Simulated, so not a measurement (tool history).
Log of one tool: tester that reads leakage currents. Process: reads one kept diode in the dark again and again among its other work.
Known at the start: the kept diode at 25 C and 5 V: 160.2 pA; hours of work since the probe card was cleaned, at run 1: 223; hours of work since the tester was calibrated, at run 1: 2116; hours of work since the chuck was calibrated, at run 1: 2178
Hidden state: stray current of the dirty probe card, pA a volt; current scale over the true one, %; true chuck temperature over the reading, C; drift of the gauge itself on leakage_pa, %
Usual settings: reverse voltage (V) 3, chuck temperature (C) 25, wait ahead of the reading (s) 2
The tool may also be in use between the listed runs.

run,hour,reverse voltage (V),chuck temperature (C),wait ahead of the reading (s),hours of work since the probe card was cleaned,hours of work since the tester was calibrated,hours of work since the chuck was calibrated,current that the tester gives (pA)
1,0,3,25,2,223,2116,2178,132.95
# hour 110.4: chuck's temperature calibrated
2,168.1,3,25,2,317,2210,33,124
3,429.5,3,25,2,465,2359,181,123.83
4,588.9,3,25,2,556,2449,272,125.2
5,824.9,3,25,2,690,2583,406,126.05
6,997.1,3,25,2,788,2681,503,127.26
7,1239.4,3,25,2,925,2818,641,127.58
8,1401.3,3,25,2,1017,2910,733,128.2
9,1632.3,3,25,2,1148,3041,864,129.09
10,1821.5,4.71,25,2,1256,3149,971,166.49
11,1963.5,4.71,25,2,1336,3229,1052,165.04
12,2117.4,4.71,25,2,1424,3317,1139,166.78
13,2248.9,3,25,2,1498,3392,1214,131.49
14,2445.9,3,25,3.41,1610,3503,1326,132.04
15,2673.9,3,25,3.41,1739,3633,1455,132.91
16,2871.6,3,25,3.41,1852,3745,1567,133.27
17,3007.1,3,25,2,1929,3822,1644,134.24
18,3167.4,3,25,2,2020,3913,1735,135.5
19,3404.9,3,25,2,2154,4048,1870,135.61
# hour 3422.1: probe card cleaned and baked
20,3629.2,5.05,39,0.5,118,4173,1996,490.19
21,3797.9,10.64,25,2.4,213,4269,2091,255.81
22,3922.9,1.69,28,2.4,284,4340,2162,122.84
# hour 4051.3: chuck's temperature calibrated
23,4085.6,11.63,25,1.4,376,4431,19,259.31
24,4233.4,3,31,1.58,459,4515,103,199.62
25,4489.3,2.46,26,0.47,605,4660,249,125.84
# hour 4611.2: tester calibrated
26,4673.7,2.46,26,0.47,708,36,352,125.11
27,4871.5,6.72,39,3.26,820,148,464,550.8
28,5065.7,15.88,36,5.36,931,258,575,699.43
29,5204.3,2.21,30,1.5,1009,337,653,160.97
30,5317.2,2.21,30,1.5,1073,401,717,161.07
31,5422.8,3,22,1.18,1133,461,777,103.89
32,5663.7,3,22,1.18,1270,597,914,104.95
33,5794.8,14.47,29,0.43,1345,672,989,423.18
34,5911.6,3.14,38,1.86,1411,738,1055,351.8
35,6050.4,3.14,38,1.86,1490,817,1134,350.97
36,6197,2.89,52,2,1573,900,1217,882.59

How the hidden state differs across the entries between the runs, from the last listed run before each to the first after it:
Between runs 1 and 2: chuck's temperature calibrated (hour 110.4)
  stray current of the dirty probe card, pA a volt: 0.189 -> 0.265; current scale over the true one, %: 0.46 -> 0.48; true chuck temperature over the reading, C: 0.88 -> -0.12
  measured less the result without the state, current that the tester gives (pA): +9.85 -> +0.12
Between runs 19 and 20: probe card cleaned and baked (hour 3422.1)
  stray current of the dirty probe card, pA a volt: 1.905 -> 0.124; current scale over the true one, %: 0.82 -> 0.84; true chuck temperature over the reading, C: 0.57 -> 0.62
  measured less the result without the state, current that the tester gives (pA): +12.37 -> +25.49
Between runs 22 and 23: chuck's temperature calibrated (hour 4051.3)
  stray current of the dirty probe card, pA a volt: 0.275 -> 0.364; current scale over the true one, %: 0.87 -> 0.89; true chuck temperature over the reading, C: 0.68 -> 0.08
  measured less the result without the state, current that the tester gives (pA): +7.66 -> +7.91
Between runs 25 and 26: tester calibrated (hour 4611.2)
  stray current of the dirty probe card, pA a volt: 0.572 -> 0.661; current scale over the true one, %: 0.93 -> -0.02; true chuck temperature over the reading, C: 0.17 -> 0.21
  measured less the result without the state, current that the tester gives (pA): +4.12 -> +3.52

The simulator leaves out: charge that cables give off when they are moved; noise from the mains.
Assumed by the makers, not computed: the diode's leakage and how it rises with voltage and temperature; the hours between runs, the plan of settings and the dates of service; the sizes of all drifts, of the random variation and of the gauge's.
